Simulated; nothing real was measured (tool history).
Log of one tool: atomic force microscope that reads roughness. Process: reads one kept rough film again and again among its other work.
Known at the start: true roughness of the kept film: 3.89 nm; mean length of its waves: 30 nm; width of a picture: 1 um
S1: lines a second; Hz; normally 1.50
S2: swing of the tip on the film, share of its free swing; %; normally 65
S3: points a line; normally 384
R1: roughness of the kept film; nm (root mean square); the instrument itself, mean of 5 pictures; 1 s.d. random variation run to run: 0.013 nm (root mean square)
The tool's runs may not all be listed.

Run 1, hour 0.0: usual settings. Result: R1 3.215 nm (root mean square).
Run 2, hour 40.6: usual settings but S2 72 %. Result: R1 3.170 nm (root mean square).
Run 3, hour 91.8: usual settings but S2 72 %. Result: R1 3.140 nm (root mean square).
Run 4, hour 134.2: usual settings but S3 284. Result: R1 3.198 nm (root mean square).
Run 5, hour 179.2: usual settings but S3 284. Result: R1 3.169 nm (root mean square).
Run 6, hour 226.1: usual settings but S3 284. Result: R1 3.184 nm (root mean square).
Run 7, hour 254.3: usual settings but S2 62 %. Result: R1 3.231 nm (root mean square).
Run 8, hour 299.7: usual settings but S2 62 %. Result: R1 3.205 nm (root mean square).
Run 9, hour 324.6: usual settings but S2 62 %. Result: R1 3.223 nm (root mean square).
Run 10, hour 352.9: usual settings but S2 62 %, S3 316. Result: R1 3.201 nm (root mean square).
Run 11, hour 376.2: usual settings but S2 62 %, S3 316. Result: R1 3.194 nm (root mean square).
Run 12, hour 407.6: usual settings but S3 707. Result: R1 3.233 nm (root mean square).
Run 13, hour 453.1: usual settings but S3 707. Result: R1 3.217 nm (root mean square).
Run 14, hour 479.8: usual settings but S2 81 %. Result: R1 3.083 nm (root mean square).
Run 15, hour 526.9: usual settings. Result: R1 3.212 nm (root mean square).
Run 16, hour 561.3: usual settings. Result: R1 3.219 nm (root mean square).
Run 17, hour 600.2: usual settings. Result: R1 3.208 nm (root mean square).
Run 18, hour 639.4: usual settings but S1 0.58 Hz. Result: R1 3.253 nm (root mean square).
Run 19, hour 674.6: usual settings but S1 2.40 Hz. Result: R1 3.145 nm (root mean square).
Run 20, hour 706.0: usual settings but S1 2.40 Hz, S3 527. Result: R1 3.171 nm (root mean square).
Run 21, hour 752.0: usual settings but S1 3.73 Hz, S2 80 %. Result: R1 2.857 nm (root mean square).
Run 22, hour 790.7: usual settings but S1 3.73 Hz, S2 79 %, S3 466. Result: R1 2.864 nm (root mean square).
Run 23, hour 817.1: usual settings but S1 0.73 Hz, S2 55 %, S3 339. Result: R1 3.250 nm (root mean square).
Run 24, hour 869.5: usual settings but S1 0.73 Hz, S2 55 %, S3 339. Result: R1 3.250 nm (root mean square).
Run 25, hour 914.6: usual settings but S1 1.83 Hz, S2 75 %, S3 917. Result: R1 3.124 nm (root mean square).
Run 26, hour 937.3: usual settings but S1 1.83 Hz, S2 75 %, S3 491. Result: R1 3.120 nm (root mean square).
Run 27, hour 969.1: usual settings but S2 74 %. Result: R1 3.154 nm (root mean square).
Run 28, hour 995.2: usual settings but S2 74 %. Result: R1 3.141 nm (root mean square).
Run 29, hour 1019.8: usual settings but S1 2.98 Hz, S2 56 %. Result: R1 3.208 nm (root mean square).
Run 30, hour 1047.8: usual settings but S2 77 %. Result: R1 3.154 nm (root mean square).
Run 31, hour 1085.7: usual settings but S2 77 %. Result: R1 3.126 nm (root mean square).
Run 32, hour 1134.8: usual settings but S2 77 %. Result: R1 3.098 nm (root mean square).
Run 33, hour 1186.0: usual settings but S1 2.60 Hz, S2 77 %, S3 277. Result: R1 2.994 nm (root mean square).
Run 34, hour 1223.6: usual settings but S2 81 %, S3 547. Result: R1 3.109 nm (root mean square).
Run 35, hour 1248.0: usual settings but S2 81 %, S3 547. Result: R1 3.104 nm (root mean square).
Run 36, hour 1275.4: usual settings but S1 1.63 Hz, S2 71 %, S3 696. Result: R1 3.170 nm (root mean square).
Run 37, hour 1328.1: usual settings but S1 2.31 Hz, S2 83 %, S3 501. Result: R1 2.963 nm (root mean square).
Run 38, hour 1365.0: usual settings but S1 2.31 Hz, S2 83 %, S3 501. Result: R1 2.976 nm (root mean square).
Run 39, hour 1410.3: usual settings but S1 2.31 Hz, S2 83 %, S3 501. Result: R1 2.973 nm (root mean square).

Put back what was entered between runs (10 entries, withheld): which listed runs does each sit between, and how does the hidden state differ from the listed run before to the listed run after?
Between runs 3 and 4: new tip fitted (hour 117.3)
  radius of the tip, nm: 10.2 -> 10
Between runs 6 and 7: new tip fitted (hour 247.9)
  radius of the tip, nm: 10.2 -> 10
Between runs 11 and 12: new tip fitted (hour 378.9)
  radius of the tip, nm: 10.2 -> 10.1
Between runs 14 and 15: new tip fitted (hour 509.2)
  radius of the tip, nm: 10.2 -> 10
Between runs 17 and 18: new tip fitted (hour 638.4)
  radius of the tip, nm: 10.2 -> 10
Between runs 21 and 22: new tip fitted (hour 769.5)
  radius of the tip, nm: 10.2 -> 10
Between runs 24 and 25: new tip fitted (hour 900.6)
  radius of the tip, nm: 10.2 -> 10
Between runs 29 and 30: new tip fitted (hour 1032.2)
  radius of the tip, nm: 10.2 -> 10
Between runs 32 and 33: new tip fitted (hour 1164.4)
  radius of the tip, nm: 10.2 -> 10
Between runs 36 and 37: new tip fitted (hour 1294.2)
  radius of the tip, nm: 10.2 -> 10.1
